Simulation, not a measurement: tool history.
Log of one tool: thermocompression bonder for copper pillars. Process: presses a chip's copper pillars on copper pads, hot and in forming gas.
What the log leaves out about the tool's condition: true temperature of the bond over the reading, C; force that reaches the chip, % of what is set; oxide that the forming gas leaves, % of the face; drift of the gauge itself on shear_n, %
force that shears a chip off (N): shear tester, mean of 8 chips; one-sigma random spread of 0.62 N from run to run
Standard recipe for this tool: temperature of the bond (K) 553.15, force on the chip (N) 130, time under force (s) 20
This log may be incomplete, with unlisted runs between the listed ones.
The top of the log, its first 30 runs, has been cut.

run,hour,temperature of the bond (K),force on the chip (N),time under force (s),hours of work since the heater was calibrated,hours of work since the force cell was calibrated,hours of work since the gas filter was changed,force that shears a chip off (N)
31,524.1,546.15,130,12,876,496,120,27.7
32,535,546.15,130,12,882,502,126,27.6
33,546.8,526.15,191,44,889,508,133,48.5
34,559,526.15,191,44,895,515,140,48.5
35,569.5,553.15,130,43,901,521,145,48.1
36,585.3,540.15,180,26,910,530,154,46.3
37,605.2,553.15,149,15,921,541,165,38.9
38,623.1,553.15,79,36,931,551,176,28.4
39,636.2,553.15,79,36,939,559,183,28.4

4 ways to go on from here, each from the tool as it stands after run 39. What would each give?
A,649.5,553.15,135,20,946,566,190,?
B,649.5,553.15,144,18,946,566,190,?
C,649.5,553.15,79,14,946,566,190,?
D,649.5,571.15,130,16,946,566,190,?

run,force that shears a chip off (N)
A,38.5
B,38.6
C,18.4
D,42
With no hidden state in the tool, these same runs would have given:
run,force that shears a chip off (N)
A,38.9
B,39
C,18.6
D,42.4
